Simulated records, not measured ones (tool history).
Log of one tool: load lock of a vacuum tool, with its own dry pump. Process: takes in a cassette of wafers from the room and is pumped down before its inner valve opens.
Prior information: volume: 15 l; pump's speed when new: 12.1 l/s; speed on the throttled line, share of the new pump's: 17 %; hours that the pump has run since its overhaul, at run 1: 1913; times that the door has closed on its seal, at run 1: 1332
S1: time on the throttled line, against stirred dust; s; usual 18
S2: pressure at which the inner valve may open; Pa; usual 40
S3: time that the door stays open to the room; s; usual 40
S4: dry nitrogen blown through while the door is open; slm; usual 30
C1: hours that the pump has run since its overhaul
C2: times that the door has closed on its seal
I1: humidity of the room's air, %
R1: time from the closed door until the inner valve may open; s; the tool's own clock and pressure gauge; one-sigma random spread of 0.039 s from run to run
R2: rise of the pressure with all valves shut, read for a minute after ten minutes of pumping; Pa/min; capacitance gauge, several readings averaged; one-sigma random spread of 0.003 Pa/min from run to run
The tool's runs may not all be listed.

run	hour	S1	S2	S3	S4	C1	C2	I1	R1	R2
1	0	18	40	40	30	1913	1332	41.5	24.89	0.03
2	46.5	18	63	40	30	1959	1384	43.4	24.28	0.024
3	96.5	18	63	40	30	2009	1439	44.2	24.3	0.026
4	149.6	18	63	40	30	2062	1498	44.3	24.33	0.029
5	233.5	18	63	40	30	2146	1591	45.5	24.28	0.025
6	285.3	18	63	40	30	2198	1649	45.9	24.31	0.029
7	345.6	18	63	40	30	2258	1716	44.6	24.31	0.026
8	420.2	18	63	40	30	2333	1798	45.8	24.36	0.03
9	523.3	18	63	40	30	2436	1913	46.2	24.34	0.029
10	624.3	12	50	154	6	2537	2025	45.2	19.66	0.078
11	723.1	12	50	154	6	2636	2135	45.6	19.74	0.079
12	777.8	12	50	154	6	2690	2195	47.2	19.76	0.074
13	883.2	12	50	166	40	2796	2312	46.6	19.76	0.037

Measured less the same run without the tool's hidden state. The same run-to-run variation is in both; the gauge's scatter may not be:
The hidden state here: pump's speed, % of a new pump's; leak at the door's seal, Pa l/s; drift of the gauge itself on ready_s, %; drift of the gauge itself on rise_pa_min, %.
run	R1	R2
1	+0.21	+0.006
2	+0.2	+0.006
3	+0.2	+0.006
4	+0.2	+0.007
5	+0.21	+0.006
6	+0.21	+0.007
7	+0.21	+0.007
8	+0.23	+0.007
9	+0.23	+0.008
10	+0.29	+0.008
11	+0.29	+0.008
12	+0.3	+0.008
13	+0.3	+0.008
